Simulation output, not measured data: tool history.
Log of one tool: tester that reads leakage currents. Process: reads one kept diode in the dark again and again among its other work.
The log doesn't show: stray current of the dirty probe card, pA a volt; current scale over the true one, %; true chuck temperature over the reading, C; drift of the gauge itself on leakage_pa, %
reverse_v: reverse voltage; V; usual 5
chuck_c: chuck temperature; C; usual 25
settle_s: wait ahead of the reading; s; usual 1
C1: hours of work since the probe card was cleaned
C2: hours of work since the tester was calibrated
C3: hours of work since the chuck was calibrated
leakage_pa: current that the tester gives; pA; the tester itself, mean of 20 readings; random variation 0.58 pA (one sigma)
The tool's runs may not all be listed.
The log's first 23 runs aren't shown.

run 24 hour=827.8 | reverse_v=4.98 chuck_c=40 settle_s=2.14 | C1=1663 C2=86 C3=1221 | leakage_pa=598.83
run 25 hour=862.2 | reverse_v=4.98 chuck_c=40 settle_s=2.14 | C1=1685 C2=108 C3=1243 | leakage_pa=597.19
run 26 hour=884 | reverse_v=4.98 chuck_c=40 settle_s=2.14 | C1=1699 C2=122 C3=1257 | leakage_pa=595.99
run 27 hour=915.6 | reverse_v=7.41 chuck_c=40 settle_s=2.14 | C1=1719 C2=142 C3=1277 | leakage_pa=707.22
-- hour=929.9 tester calibrated, once more
run 28 hour=950.1 | reverse_v=5.86 chuck_c=25 settle_s=1 | C1=1739 C2=13 C3=1297 | leakage_pa=195.95
run 29 hour=992.9 | reverse_v=2.98 chuck_c=26 settle_s=9.32 | C1=1766 C2=40 C3=1324 | leakage_pa=156.12
run 30 hour=1027.2 | reverse_v=2.71 chuck_c=26 settle_s=2.31 | C1=1788 C2=62 C3=1346 | leakage_pa=149.57
run 31 hour=1064.8 | reverse_v=3.11 chuck_c=42 settle_s=1.12 | C1=1812 C2=86 C3=1370 | leakage_pa=558.34
run 32 hour=1109.2 | reverse_v=5 chuck_c=25 settle_s=0.75 | C1=1840 C2=114 C3=1398 | leakage_pa=182.31
run 33 hour=1160.7 | reverse_v=5 chuck_c=25 settle_s=0.75 | C1=1873 C2=146 C3=1431 | leakage_pa=180.41

4 ways to go on from here, each from the tool as it stands after run 33. What would each give?
run A hour=1192.4 | reverse_v=7.58 chuck_c=25 settle_s=0.75 | C1=1893 C2=166 C3=1451 | leakage_pa=?
run B hour=1192.4 | reverse_v=1.05 chuck_c=53 settle_s=1 | C1=1893 C2=166 C3=1451 | leakage_pa=?
run C hour=1192.4 | reverse_v=11.33 chuck_c=25 settle_s=4.91 | C1=1893 C2=166 C3=1451 | leakage_pa=?
run D hour=1192.4 | reverse_v=4.18 chuck_c=52 settle_s=8.47 | C1=1893 C2=166 C3=1451 | leakage_pa=?

run=A leakage_pa=218.59
run=B leakage_pa=783.36
run=C leakage_pa=260.27
run=D leakage_pa=1310.1
Without the tool's hidden state the same runs would have given:
run=A leakage_pa=229.83
run=B leakage_pa=847.43
run=C leakage_pa=270.59
run=D leakage_pa=1414.6
